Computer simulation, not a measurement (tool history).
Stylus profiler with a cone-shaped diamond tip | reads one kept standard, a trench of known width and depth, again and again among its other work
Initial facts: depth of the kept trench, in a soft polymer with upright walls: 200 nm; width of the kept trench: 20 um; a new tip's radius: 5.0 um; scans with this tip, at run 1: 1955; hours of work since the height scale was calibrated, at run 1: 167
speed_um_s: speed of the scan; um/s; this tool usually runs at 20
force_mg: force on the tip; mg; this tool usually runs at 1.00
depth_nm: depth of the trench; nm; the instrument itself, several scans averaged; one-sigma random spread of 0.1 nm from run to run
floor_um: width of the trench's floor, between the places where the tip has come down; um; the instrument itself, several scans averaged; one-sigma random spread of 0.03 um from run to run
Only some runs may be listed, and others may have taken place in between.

run,hour,speed_um_s,force_mg,scans with this tip,hours of work since the height scale was calibrated,depth_nm,floor_um
1,0.0,20,1.00,1955,167,201.25,16.88
2,10.0,20,1.00,2008,172,201.17,16.91
3,27.0,20,1.00,2097,179,201.24,16.91
4,39.2,20,1.00,2161,185,201.23,16.82
5,51.0,20,0.79,2223,190,201.17,16.79
6,62.1,20,0.79,2281,195,201.05,16.81
7,69.6,20,1.00,2321,198,201.29,16.85
8,87.2,20,1.00,2414,206,201.25,16.84
9,94.6,20,1.00,2453,210,201.34,16.87
10,111.7,20,1.00,2542,217,201.41,16.88
11,122.1,20,1.00,2597,222,201.33,16.84
12,138.9,36,1.00,2685,230,201.41,16.67
13,152.2,36,1.00,2755,236,201.30,16.64
14,168.4,15,1.00,2840,243,201.45,16.87
15,176.8,8,1.00,2884,247,201.29,16.93
16,190.8,8,1.00,2958,253,201.27,16.92
17,207.9,8,1.00,3048,261,201.44,16.94
18,216.8,8,1.00,3095,265,201.17,16.93
19,234.4,20,1.37,3187,272,201.69,16.79
# hour 236.5: height scale calibrated on a step standard
20,250.9,9,1.22,3271,6,201.60,16.89
21,261.4,5,2.01,3326,11,202.10,16.90
22,270.8,7,1.00,3376,15,201.42,16.92
23,287.4,17,1.33,3463,23,201.66,16.85
# hour 298.7: height scale calibrated on a step standard, once more
24,305.1,15,0.78,3554,3,200.90,16.73
25,314.1,70,1.29,3601,7,201.44,16.31
26,321.8,20,0.63,3642,10,200.79,16.68
27,332.7,20,0.63,3699,15,201.02,16.69
28,341.9,9,0.97,3747,19,201.22,16.89
29,359.7,9,0.97,3840,27,201.33,16.86
30,377.9,9,0.97,3936,36,200.97,16.86
31,390.6,20,0.47,4003,41,200.85,16.67
32,399.2,18,1.00,4048,45,201.09,16.74
33,408.5,10,2.22,4097,49,201.82,16.85
34,426.5,64,2.17,4192,57,201.94,16.48
35,442.8,64,2.17,4277,65,202.03,16.44
36,452.0,72,2.95,4326,69,202.49,16.51
37,465.5,14,0.63,4397,75,201.14,16.78

Some steps in depth_nm, run to run, broken into two amounts with sign: the step expected even without the hidden condition (settings, incoming material, random variation), and the rest, left for the hidden condition together with whatever gauge scatter is not in both the measured and the hidden-condition-free result:
Hidden state present: radius of the tip, um; height scale over the true one, %; drift of the gauge itself on depth_nm, %; drift of the gauge itself on floor_um, %.
Run 2 -> 3: no setting touched and nothing written in the log between the runs. depth_nm +0.07 nm: hidden state +0.01, all else +0.06.
Run 19 -> 20: speed_um_s 20 -> 9, force_mg 1.37 -> 1.22, height scale calibrated on a step standard. depth_nm -0.09 nm: hidden state +0.04, all else -0.13.
Run 23 -> 24: speed_um_s 17 -> 15, force_mg 1.33 -> 0.78, height scale calibrated on a step standard, once more. depth_nm -0.76 nm: hidden state -0.15, all else -0.61.
Run 32 -> 33: speed_um_s 18 -> 10, force_mg 1.00 -> 2.22. depth_nm +0.73 nm: hidden state +0.01, all else +0.72.
Run 36 -> 37: speed_um_s 72 -> 14, force_mg 2.95 -> 0.63. depth_nm -1.35 nm: hidden state +0.00, all else -1.35.
